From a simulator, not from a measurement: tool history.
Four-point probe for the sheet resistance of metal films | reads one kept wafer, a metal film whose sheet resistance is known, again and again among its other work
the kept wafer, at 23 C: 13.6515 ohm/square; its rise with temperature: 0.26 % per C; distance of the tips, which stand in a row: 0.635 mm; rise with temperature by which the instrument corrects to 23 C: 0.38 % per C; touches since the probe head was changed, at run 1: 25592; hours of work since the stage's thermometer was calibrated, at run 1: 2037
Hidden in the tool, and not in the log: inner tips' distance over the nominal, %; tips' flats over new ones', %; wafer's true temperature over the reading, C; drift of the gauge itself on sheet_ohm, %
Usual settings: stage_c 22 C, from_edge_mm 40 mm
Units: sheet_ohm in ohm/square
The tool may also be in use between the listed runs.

run	hour	stage_c	from_edge_mm	touches since the probe head was changed	hours of work since the stage's thermometer was calibrated	sheet_ohm
1	0.0	22	40	25592	2037	13.686265
2	63.7	22	74	26678	2078	13.684986
3	120.2	22	74	27641	2114	13.681479
4	165.7	22	40	28418	2143	13.684867
5	232.2	22	40	29553	2186	13.682833
6	285.6	22	40	30463	2220	13.682625
7	317.7	19	40	31011	2241	13.733497
8	387.8	32	40	32206	2286	13.517838
9	441.8	32	40	33127	2320	13.520556
10	504.1	32	40	34190	2360	13.516052
11	548.7	32	3	34951	2389	13.838136
12	585.3	32	3	35575	2412	13.837168
13	648.2	30	69	36648	2453	13.547978
14	694.3	27	9	37435	2482	13.632685
15	751.0	20	40	38402	2518	13.713267
16	781.0	21	8	38914	2538	13.740470
17	835.5	27	35	39842	2572	13.592781
18	902.8	33	8	40990	2616	13.548436
19	954.8	33	8	41878	2649	13.545026
20	991.0	23	5	42495	2672	13.777130

Forecast each of these 5 alternatives for the next run:
A	1032.1	22	5	43195	2698	?
B	1032.1	32	15	43195	2698	?
C	1032.1	19	13	43195	2698	?
D	1032.1	31	5	43195	2698	?
E	1032.1	18	3	43195	2698	?

run	sheet_ohm
A	13.788101
B	13.526505
C	13.744697
D	13.644692
E	14.062770
Without the tool's hidden state the same runs would have given:
run	sheet_ohm
A	13.782954
B	13.522219
C	13.739345
D	13.640280
E	14.057168

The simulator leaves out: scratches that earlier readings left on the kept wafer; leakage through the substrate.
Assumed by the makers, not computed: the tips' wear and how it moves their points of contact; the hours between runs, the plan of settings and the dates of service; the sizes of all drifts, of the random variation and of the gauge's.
